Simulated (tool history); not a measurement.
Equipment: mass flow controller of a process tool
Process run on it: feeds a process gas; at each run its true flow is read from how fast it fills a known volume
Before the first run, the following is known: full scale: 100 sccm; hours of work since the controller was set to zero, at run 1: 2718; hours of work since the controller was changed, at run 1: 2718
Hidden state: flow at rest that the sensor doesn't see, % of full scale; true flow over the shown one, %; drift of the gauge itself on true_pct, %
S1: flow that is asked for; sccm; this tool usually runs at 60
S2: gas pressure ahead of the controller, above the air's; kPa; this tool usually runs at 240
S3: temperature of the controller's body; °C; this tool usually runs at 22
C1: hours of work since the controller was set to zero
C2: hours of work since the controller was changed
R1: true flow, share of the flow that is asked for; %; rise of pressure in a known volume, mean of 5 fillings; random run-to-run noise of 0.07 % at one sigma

| run | day | S1 | S2 | S3 | C1 | C2 | R1 |
|---|---|---|---|---|---|---|---|
| 1 | 0.000 | 60 | 240 | 22 | 2718 | 2718 | 98.40 |
| 2 | 4.388 | 60 | 240 | 22 | 2794 | 2794 | 98.16 |
| 3 | 10.292 | 60 | 240 | 22 | 2896 | 2896 | 98.14 |
| 4 | 16.154 | 60 | 240 | 22 | 2998 | 2998 | 97.92 |
| 5 | 21.204 | 60 | 240 | 22 | 3085 | 3085 | 97.61 |
| 6 | 27.575 | 60 | 240 | 22 | 3195 | 3195 | 97.52 |
| 7 | 34.725 | 60 | 240 | 22 | 3319 | 3319 | 97.41 |
| 8 | 39.612 | 60 | 240 | 35 | 3404 | 3404 | 97.67 |
| 9 | 46.054 | 18 | 240 | 22 | 3515 | 3515 | 95.44 |
| 10 | 50.425 | 20 | 240 | 22 | 3591 | 3591 | 95.29 |
| 11 | 56.054 | 20 | 240 | 22 | 3689 | 3689 | 95.30 |
| 12 | 62.058 | 20 | 240 | 37 | 3793 | 3793 | 95.61 |
| 13 | 65.412 | 20 | 240 | 37 | 3851 | 3851 | 95.64 |
| 14 | 69.208 | 20 | 240 | 37 | 3916 | 3916 | 95.51 |
| 15 | 73.483 | 60 | 201 | 22 | 3990 | 3990 | 96.12 |
| 16 | 77.146 | 60 | 240 | 40 | 4054 | 4054 | 96.62 |
| 17 | 82.996 | 60 | 240 | 40 | 4155 | 4155 | 96.40 |
|  | 84.025 | gauge calibrated |
| 18 | 89.167 | 60 | 170 | 22 | 4262 | 4262 | 98.45 |
| 19 | 95.067 | 60 | 170 | 22 | 4364 | 4364 | 98.32 |
| 20 | 98.600 | 60 | 170 | 22 | 4425 | 4425 | 98.31 |
| 21 | 101.896 | 60 | 170 | 22 | 4482 | 4482 | 98.02 |
| 22 | 105.671 | 60 | 170 | 22 | 4548 | 4548 | 97.82 |
| 23 | 113.667 | 60 | 170 | 22 | 4686 | 4686 | 97.75 |
| 24 | 118.767 | 77 | 174 | 25 | 4775 | 4775 | 98.22 |
| 25 | 124.008 | 15 | 266 | 29 | 4865 | 4865 | 95.72 |
| 26 | 127.604 | 22 | 234 | 27 | 4928 | 4928 | 95.90 |
| 27 | 132.962 | 22 | 244 | 29 | 5020 | 5020 | 95.93 |
| 28 | 137.838 | 22 | 244 | 29 | 5105 | 5105 | 95.71 |
| 29 | 143.442 | 47 | 192 | 26 | 5202 | 5202 | 96.43 |
| 30 | 150.121 | 47 | 192 | 26 | 5318 | 5318 | 96.04 |
| 31 | 154.525 | 47 | 192 | 26 | 5394 | 5394 | 96.13 |
| 32 | 162.279 | 84 | 240 | 22 | 5528 | 5528 | 96.69 |
| 33 | 168.242 | 60 | 188 | 38 | 5631 | 5631 | 96.46 |
| 34 | 175.496 | 40 | 152 | 22 | 5757 | 5757 | 95.01 |
| 35 | 180.542 | 17 | 240 | 27 | 5844 | 5844 | 94.04 |
| 36 | 186.938 | 60 | 170 | 37 | 5955 | 5955 | 95.87 |
| 37 | 193.808 | 15 | 158 | 33 | 6074 | 6074 | 94.03 |
| 38 | 199.171 | 15 | 153 | 33 | 6167 | 6167 | 94.00 |
| 39 | 202.683 | 84 | 199 | 26 | 6228 | 6228 | 95.72 |
| 40 | 206.338 | 40 | 147 | 25 | 6291 | 6291 | 94.14 |
| 41 | 211.550 | 40 | 147 | 25 | 6381 | 6381 | 94.18 |
| 42 | 218.212 | 97 | 189 | 28 | 6497 | 6497 | 95.64 |
| 43 | 221.979 | 45 | 240 | 23 | 6562 | 6562 | 93.48 |
| 44 | 228.167 | 42 | 220 | 37 | 6669 | 6669 | 93.93 |
| 45 | 233.871 | 53 | 240 | 23 | 6768 | 6768 | 93.44 |
| 46 | 240.496 | 53 | 240 | 23 | 6883 | 6883 | 93.11 |

Here are 5 independent what-if runs from the current tool condition. What would each one return?
| A | 247.212 | 36 | 154 | 36 | 6999 | 6999 | ? |
| B | 247.212 | 53 | 240 | 27 | 6999 | 6999 | ? |
| C | 247.212 | 60 | 268 | 22 | 6999 | 6999 | ? |
| D | 247.212 | 53 | 217 | 36 | 6999 | 6999 | ? |
| E | 247.212 | 85 | 232 | 27 | 6999 | 6999 | ? |

| run | R1 |
|---|---|
| A | 93.17 |
| B | 93.14 |
| C | 93.01 |
| D | 93.51 |
| E | 94.10 |
Had the tool no hidden state, the same runs would have come out as:
| run | R1 |
|---|---|
| A | 98.43 |
| B | 98.39 |
| C | 98.26 |
| D | 98.78 |
| E | 99.41 |

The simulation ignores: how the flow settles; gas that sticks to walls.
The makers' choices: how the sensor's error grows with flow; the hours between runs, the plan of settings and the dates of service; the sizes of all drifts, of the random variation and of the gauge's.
